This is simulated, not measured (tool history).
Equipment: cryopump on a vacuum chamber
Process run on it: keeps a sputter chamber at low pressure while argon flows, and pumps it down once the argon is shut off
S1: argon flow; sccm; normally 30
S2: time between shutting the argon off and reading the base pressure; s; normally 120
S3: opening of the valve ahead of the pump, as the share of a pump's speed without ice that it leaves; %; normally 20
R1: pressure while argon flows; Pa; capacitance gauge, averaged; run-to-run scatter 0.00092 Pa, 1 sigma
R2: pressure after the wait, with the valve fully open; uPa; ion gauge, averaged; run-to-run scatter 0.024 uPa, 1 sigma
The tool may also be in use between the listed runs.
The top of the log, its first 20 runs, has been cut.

run,hour,S1,S2,S3,R1,R2
21,774.7,16,44,20,0.1049,4.18
22,795.2,16,44,20,0.1056,4.04
23,819.6,17,212,39,0.0591,2.60
24,862.3,17,31,18,0.1241,5.12
25,900.1,26,24,20,0.1717,5.90
26,941.0,29,71,19,0.2017,3.70
27,977.7,15,71,45,0.0452,3.78
28,1022.8,23,30,28,0.1114,5.52
29,1064.3,30,23,48,0.0886,6.57
30,1103.8,16,120,59,0.0389,3.74
# hour 1108.5: leaking fittings of the chamber tightened, without venting
31,1146.1,16,120,59,0.0399,1.10
32,1189.6,30,228,57,0.0780,0.82
33,1236.0,19,28,43,0.0643,3.49
34,1257.3,19,62,19,0.1356,2.01

Each row is a separate what-if for the run after 34, all from the same tool condition, not one after another. Results?
A,1288.4,31,219,43,?,?
B,1288.4,30,120,22,?,?
C,1288.4,15,25,21,?,?

run,R1,R2
A,0.1057,1.07
B,0.1874,1.33
C,0.0975,4.00
Without the tool's hidden state the same runs would have given:
run,R1,R2
A,0.0934,0.63
B,0.1757,0.90
C,0.0917,3.58
